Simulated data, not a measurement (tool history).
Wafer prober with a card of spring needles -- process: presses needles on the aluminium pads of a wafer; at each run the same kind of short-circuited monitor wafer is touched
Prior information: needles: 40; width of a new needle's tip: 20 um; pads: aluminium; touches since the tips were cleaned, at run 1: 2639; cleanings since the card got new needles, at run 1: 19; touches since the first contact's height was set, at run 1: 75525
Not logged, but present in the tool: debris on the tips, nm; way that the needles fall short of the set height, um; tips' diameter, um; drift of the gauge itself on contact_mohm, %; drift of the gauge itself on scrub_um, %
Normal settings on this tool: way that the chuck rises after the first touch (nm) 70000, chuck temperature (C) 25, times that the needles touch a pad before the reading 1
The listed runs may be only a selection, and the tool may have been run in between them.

run   hour  way that the chuck rises after the first touch (nm)  chuck temperature (C)  times that the needles touch a pad before the reading  touches since the tips were cleaned  cleanings since the card got new needles  touches since the first contact's height was set  resistance of one needle with its contact and lead (mohm)  way that a needle slides on the pad (nm)
  1    0.0                                                70000                     25                                                      1                                 2639                                        19                                             75525                                                        212                                     10070
       2.5  -- tips cleaned on abrasive film
      14.6  -- tips cleaned on abrasive film
  2   16.6                                                70000                     25                                                      1                                  575                                        21                                             80178                                                        175                                      9950
      26.7  -- tips cleaned on abrasive film
  3   26.7                                                70000                     25                                                      1                                    0                                        22                                             83031                                                        153                                      9910
      38.5  -- tips cleaned on abrasive film
  4   38.5                                                70000                     25                                                      1                                    0                                        23                                             86346                                                        152                                      9970
      51.7  -- tips cleaned on abrasive film
  5   55.8                                                70000                     25                                                      1                                 1174                                        24                                             91236                                                        190                                     10020
      63.9  -- tips cleaned on abrasive film
  6   73.8                                                70000                     25                                                      1                                 2822                                        25                                             96329                                                        215                                      9910
      76.2  -- tips cleaned on abrasive film
  7   85.2                                                89000                     25                                                      1                                 2557                                        26                                             99527                                                        183                                     12700
      88.5  -- tips cleaned on abrasive film
     100.0  -- tips cleaned on abrasive film
  8  102.9                                                89000                     25                                                      1                                  813                                        28                                            104499                                                        173                                     12700
     113.0  -- tips cleaned on abrasive film
  9  117.7                                                89000                     25                                                      1                                 1323                                        29                                            108670                                                        177                                     12670
     125.0  -- tips cleaned on abrasive film
 10  136.0                                                70000                     25                                                      1                                 3117                                        30                                            113849                                                        220                                      9850
     137.3  -- tips cleaned on abrasive film
     149.2  -- tips cleaned on abrasive film
 11  153.2                                                70000                     25                                                      1                                 1123                                        32                                            118680                                                        187                                      9840
     162.5  -- tips cleaned on abrasive film
 12  170.2                                                70000                     25                                                      1                                 2182                                        33                                            123471                                                        208                                      9740
     174.9  -- tips cleaned on abrasive film
     187.5  -- tips cleaned on abrasive film
 13  188.4                                                70000                     25                                                      1                                  255                                        35                                            128589                                                        165                                      9770
     199.3  -- tips cleaned on abrasive film
 14  205.5                                                70000                     25                                                      1                                 1743                                        36                                            133424                                                        201                                      9700
     211.6  -- tips cleaned on abrasive film
     223.7  -- tips cleaned on abrasive film
 15  224.9                                                70000                     25                                                      1                                  344                                        38                                            138889                                                        168                                      9830
     235.6  -- tips cleaned on abrasive film
 16  237.0                                                70000                     25                                                      1                                  394                                        39                                            142299                                                        169                                      9820
     247.5  -- tips cleaned on abrasive film
 17  251.3                                                72000                     93                                                      1                                 1085                                        40                                            146337                                                        197                                      9950
     260.1  -- tips cleaned on abrasive film
 18  267.4                                                65000                     93                                                      2                                 2069                                        41                                            150878                                                        202                                      8880
     272.3  -- tips cleaned on abrasive film
 19  278.8                                                65000                     93                                                      2                                 1839                                        42                                            154083                                                        198                                      8950
     285.3  -- tips cleaned on abrasive film
     290.4  -- height of the first contact set anew
 20  292.6                                                65000                     93                                                      2                                 1975                                        43                                               612                                                        189                                      9540
     298.1  -- tips cleaned on abrasive film
 21  306.0                                                59000                     42                                                      3                                 2237                                        44                                              4389                                                        177                                      8620
     311.2  -- tips cleaned on abrasive film
 22  316.2                                                70000                     25                                                      2                                 1407                                        45                                              7250                                                        175                                     10210
     323.0  -- tips cleaned on abrasive film
 23  326.3                                                70000                     25                                                      2                                  922                                        46                                             10092                                                        168                                     10260
     336.0  -- tips cleaned on abrasive film
 24  344.4                                                54000                     46                                                      1                                 2378                                        47                                             15209                                                        245                                      7840
     348.4  -- tips cleaned on abrasive film
 25  357.1                                                74000                    103                                                      1                                 2474                                        48                                             18809                                                        211                                     10730
     360.7  -- tips cleaned on abrasive film
 26  370.7                                                74000                    103                                                      1                                 2839                                        49                                             22624                                                        215                                     10800
     372.4  -- tips cleaned on abrasive film
 27  379.8                                                74000                    103                                                      1                                 2102                                        50                                             25182                                                        208                                     10750
     384.4  -- tips cleaned on abrasive film
     396.8  -- tips cleaned on abrasive film
 28  399.1                                                64000                    103                                                      1                                  659                                        52                                             30627                                                        189                                      9240
     409.1  -- tips cleaned on abrasive film
 29  415.0                                                64000                    103                                                      2                                 1675                                        53                                             35093                                                        190                                      9280
     420.7  -- tips cleaned on abrasive film
     433.1  -- tips cleaned on abrasive film
 30  433.1                                                52000                     95                                                      1                                   15                                        55                                             40196                                                        174                                      7410
     444.6  -- tips cleaned on abrasive film
 31  444.9                                                52000                     95                                                      1                                   64                                        56                                             43504                                                        171                                      7470
     457.1  -- tips cleaned on abrasive film
 32  458.7                                                70000                     29                                                      2                                  462                                        57                                             47410                                                        163                                     10050

Here are 3 independent what-if runs from the current tool condition. What would each one return?
     469.1  -- tips cleaned on abrasive film
  A  472.7                                                82000                     29                                                      2                                 1025                                        58                                             51355                                                          ?                                         ?
     469.1  -- tips cleaned on abrasive film
  B  472.7                                                61000                     52                                                      1                                 1025                                        58                                             51355                                                          ?                                         ?
     469.1  -- tips cleaned on abrasive film
  C  472.7                                                59000                     46                                                      3                                 1025                                        58                                             51355                                                          ?                                         ?

run  resistance of one needle with its contact and lead (mohm)  way that a needle slides on the pad (nm)
  A                                                        163                                     11800
  B                                                        204                                      8770
  C                                                        172                                      8420
With the hidden condition removed and each run's random variation left untouched, the same runs would have given:
run  resistance of one needle with its contact and lead (mohm)  way that a needle slides on the pad (nm)
  A                                                        144                                     12010
  B                                                        154                                      8980
  C                                                        152                                      8630
